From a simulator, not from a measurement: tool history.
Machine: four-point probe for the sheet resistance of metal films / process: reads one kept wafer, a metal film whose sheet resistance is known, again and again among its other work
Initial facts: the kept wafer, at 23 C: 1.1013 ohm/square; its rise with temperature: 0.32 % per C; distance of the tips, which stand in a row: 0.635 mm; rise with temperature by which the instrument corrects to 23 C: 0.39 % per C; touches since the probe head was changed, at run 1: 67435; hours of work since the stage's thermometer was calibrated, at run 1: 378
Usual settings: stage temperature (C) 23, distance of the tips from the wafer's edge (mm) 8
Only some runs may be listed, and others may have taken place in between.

run	hour	stage temperature (C)	distance of the tips from the wafer's edge (mm)	touches since the probe head was changed	hours of work since the stage's thermometer was calibrated	sheet resistance as the instrument gives it (ohm/square)
1	0.0	23	8	67435	378	1.111001
2	20.7	23	8	68579	392	1.111321
3	61.1	23	8	70808	417	1.112119
4	97.6	23	8	72825	441	1.111627
5	129.6	19	8	74589	461	1.114438
6	159.4	19	8	76234	480	1.114855
7	196.5	23	8	78286	504	1.112304
8	215.9	23	8	79353	516	1.112211
9	236.8	23	8	80510	529	1.112563
10	257.5	23	37	81651	543	1.108918
11	295.0	23	37	83723	566	1.109420
12	335.9	23	37	85982	593	1.109505
13	372.8	23	8	88020	616	1.113201
14	402.1	23	8	89639	635	1.113819
15	431.8	23	8	91275	654	1.113761
16	470.5	23	8	93412	678	1.114109
17	505.5	23	8	95346	701	1.114063
18	532.6	23	8	96841	718	1.114429
19	568.6	23	8	98828	741	1.114141
20	606.7	23	8	100935	765	1.114988
21	631.1	32	8	102278	781	1.108478
22	675.4	23	8	104727	809	1.115014
23	718.9	23	8	107130	837	1.115153
24	755.4	23	8	109141	860	1.115338
25	777.5	23	8	110362	874	1.116050
26	798.5	22	15	111524	888	1.113886
27	820.0	23	15	112712	901	1.113476
28	864.4	22	32	115160	930	1.113870
29	905.2	22	5	117416	956	1.123117
30	949.7	20	5	119872	984	1.124665
31	987.1	24	36	121938	1008	1.112291
32	1024.3	24	36	123990	1032	1.112888
33	1045.5	24	36	125159	1045	1.112904
34	1070.6	24	36	126546	1061	1.113538
35	1113.3	33	68	128902	1088	1.107239
36	1149.7	27	31	130912	1112	1.111678
37	1181.5	27	31	132669	1132	1.111801
38	1217.7	27	31	134669	1155	1.112333
39	1238.7	30	8	135826	1168	1.113849
40	1264.0	29	25	137224	1184	1.110870
41	1283.8	29	25	138319	1197	1.110944
42	1318.1	22	23	140214	1219	1.116405
43	1341.6	23	9	141511	1234	1.118232
44	1381.1	23	9	143692	1259	1.118704
45	1408.9	21	53	145224	1277	1.117135
46	1437.6	21	52	146812	1295	1.117625

Results for each run, recomputed without the tool's hidden state and with each run's random variation untouched:
Hidden conditions of the tool in this case: inner tips' distance over the nominal, %; tips' flats over new ones', %; wafer's true temperature over the reading, C; drift of the gauge itself on sheet_ohm, %.
run	sheet resistance as the instrument gives it (ohm/square)
1	1.104982
2	1.105178
3	1.105727
4	1.105022
5	1.107634
6	1.107872
7	1.105118
8	1.104903
9	1.105118
10	1.101371
11	1.101658
12	1.101474
13	1.104936
14	1.105373
15	1.105132
16	1.105238
17	1.104967
18	1.105179
19	1.104685
20	1.105297
21	1.098705
22	1.104871
23	1.104751
24	1.104716
25	1.105270
26	1.102995
27	1.102465
28	1.102581
29	1.111502
30	1.112761
31	1.100287
32	1.100668
33	1.100564
34	1.101042
35	1.094589
36	1.098739
37	1.098670
38	1.098968
39	1.100351
40	1.097258
41	1.097204
42	1.102371
43	1.104038
44	1.104262
45	1.102529
46	1.102841
